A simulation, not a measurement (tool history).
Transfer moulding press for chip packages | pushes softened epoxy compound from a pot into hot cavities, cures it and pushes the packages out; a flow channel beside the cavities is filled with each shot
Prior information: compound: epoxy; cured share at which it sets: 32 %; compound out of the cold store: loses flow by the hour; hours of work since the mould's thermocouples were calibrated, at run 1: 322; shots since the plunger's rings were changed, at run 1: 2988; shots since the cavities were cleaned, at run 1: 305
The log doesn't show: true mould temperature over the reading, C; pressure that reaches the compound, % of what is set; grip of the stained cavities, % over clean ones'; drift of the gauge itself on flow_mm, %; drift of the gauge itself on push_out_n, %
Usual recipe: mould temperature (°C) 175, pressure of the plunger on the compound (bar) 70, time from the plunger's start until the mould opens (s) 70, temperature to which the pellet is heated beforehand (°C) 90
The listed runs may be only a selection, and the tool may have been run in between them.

run   hour  mould temperature (°C)  pressure of the plunger on the compound (bar)  time from the plunger's start until the mould opens (s)  temperature to which the pellet is heated beforehand (°C)  hours of work since the mould's thermocouples were calibrated  shots since the plunger's rings were changed  shots since the cavities were cleaned  incoming compound's hours out of the cold store  length that the compound runs in the flow channel (mm)  greatest force on the pins that push the packages out (N)
  1      0                     175                                             70                                                       70                                                         90                                                            322                                          2988                                    305                                              8.5                                                     536                                                       1115
  2   14.9                     175                                           72.8                                                       70                                                         90                                                            329                                          3159                                    476                                             17.7                                                     526                                                       1146
  3   33.5                     175                                             70                                                       99                                                         90                                                            339                                          3371                                    688                                             35.8                                                     480                                                        739
      47.7  -- cavities cleaned with cleaning compound and waxed
  4   50.1                     175                                             70                                                       70                                                         90                                                            346                                          3544                                     28                                             11.1                                                     528                                                        811
  5   60.8                     175                                             70                                                       70                                                         90                                                            352                                          3666                                    150                                             41.6                                                     468                                                        856
  6   80.3                     175                                             70                                                       70                                                         90                                                            362                                          3891                                    375                                               29                                                     488                                                       1060
  7   97.4                     175                                             70                                                       70                                                         90                                                            370                                          4085                                    569                                              8.6                                                     530                                                       1243
  8  118.4                     175                                             70                                                       70                                                         90                                                            381                                          4326                                    810                                             42.3                                                     461                                                       1205
     122.2  -- cavities cleaned with cleaning compound and waxed
  9  129.5                     175                                             70                                                       70                                                         90                                                            386                                          4436                                     84                                             43.9                                                     459                                                        788
 10  146.8                     175                                           65.8                                                       70                                                         90                                                            394                                          4634                                    282                                             30.8                                                     466                                                        997
 11  159.6                     175                                             70                                                       70                                                         90                                                            401                                          4781                                    429                                             20.4                                                     499                                                       1138
 12  174.6                     175                                           52.4                                                       70                                                         90                                                            408                                          4953                                    601                                             25.1                                                     423                                                       1241
 13  194.1                     175                                           52.4                                                       70                                                         90                                                            418                                          5175                                    823                                             19.4                                                     428                                                       1282
     196.9  -- cavities cleaned with cleaning compound and waxed
     206.1  -- plunger's sealing rings changed
 14  212.8                     175                                             70                                                       70                                                         90                                                            425                                            76                                    154                                             16.9                                                     539                                                        955
 15  233.9                     175                                             70                                                       70                                                         90                                                            436                                           318                                    396                                             36.2                                                     498                                                       1069
 16  250.2                     182                                             70                                                       93                                                         90                                                            444                                           504                                    582                                             34.4                                                     488                                                        714
 17  262.2                     172                                             70                                                       50                                                         95                                                            450                                           642                                    720                                             46.8                                                     481                                                       3043
     273.9  -- cavities cleaned with cleaning compound and waxed
 18    281                     178                                           74.4                                                       73                                                         95                                                            459                                           840                                     82                                             11.2                                                     554                                                        652
 19  299.8                     173                                           65.3                                                       73                                                         95                                                            469                                          1055                                    297                                              9.1                                                     534                                                       1148
 20    320                     173                                           65.3                                                       73                                                         95                                                            479                                          1286                                    528                                             39.2                                                     473                                                       1155
 21  334.6                     176                                             62                                                       80                                                         93                                                            486                                          1453                                    695                                             24.5                                                     482                                                        875
 22  345.8                     174                                           78.4                                                       52                                                         97                                                            492                                          1581                                    823                                             12.7                                                     571                                                       2905
     348.5  -- cavities cleaned with cleaning compound and waxed
 23  359.1                     175                                           55.3                                                       95                                                         88                                                            498                                          1717                                    122                                             12.6                                                     477                                                        538
 24  369.8                     182                                           55.3                                                       87                                                         88                                                            503                                          1839                                    244                                             40.9                                                     416                                                        576
 25  383.4                     175                                           87.8                                                       70                                                         91                                                            510                                          1995                                    400                                             40.1                                                     537                                                       1053
 26  392.8                     181                                             70                                                       84                                                         90                                                            515                                          2102                                    507                                             43.8                                                     461                                                        718
     399.3  -- mould's thermocouples calibrated
 27  405.1                     179                                             70                                                       84                                                         99                                                              3                                          2220                                    625                                             10.7                                                     520                                                        752
 28  417.4                     168                                           69.8                                                       70                                                         90                                                              9                                          2361                                    766                                             34.2                                                     502                                                       1877

Branching from run 28: 4 alternative next runs. What would each branch give?
     425.5  -- cavities cleaned with cleaning compound and waxed
  A  431.2                     168                                           69.8                                                       63                                                         94                                                             15                                          2502                                     66                                             31.8                                                       ?                                                          ?
     425.5  -- cavities cleaned with cleaning compound and waxed
  B  431.2                     171                                           69.8                                                       70                                                         90                                                             15                                          2502                                     66                                             39.1                                                       ?                                                          ?
     425.5  -- cavities cleaned with cleaning compound and waxed
  C  431.2                     167                                           69.8                                                       77                                                         98                                                             15                                          2502                                     66                                             11.3                                                       ?                                                          ?
     425.5  -- cavities cleaned with cleaning compound and waxed
  D  431.2                     178                                           69.8                                                       70                                                         96                                                             15                                          2502                                     66                                               18                                                       ?                                                          ?

run  length that the compound runs in the flow channel (mm)  greatest force on the pins that push the packages out (N)
  A                                                     504                                                       1535
  B                                                     482                                                        963
  C                                                     548                                                       1044
  D                                                     513                                                        628
With no hidden state in the tool, these same runs would have given:
run  length that the compound runs in the flow channel (mm)  greatest force on the pins that push the packages out (N)
  A                                                     522                                                       1389
  B                                                     500                                                        872
  C                                                     568                                                        946
  D                                                     532                                                        568
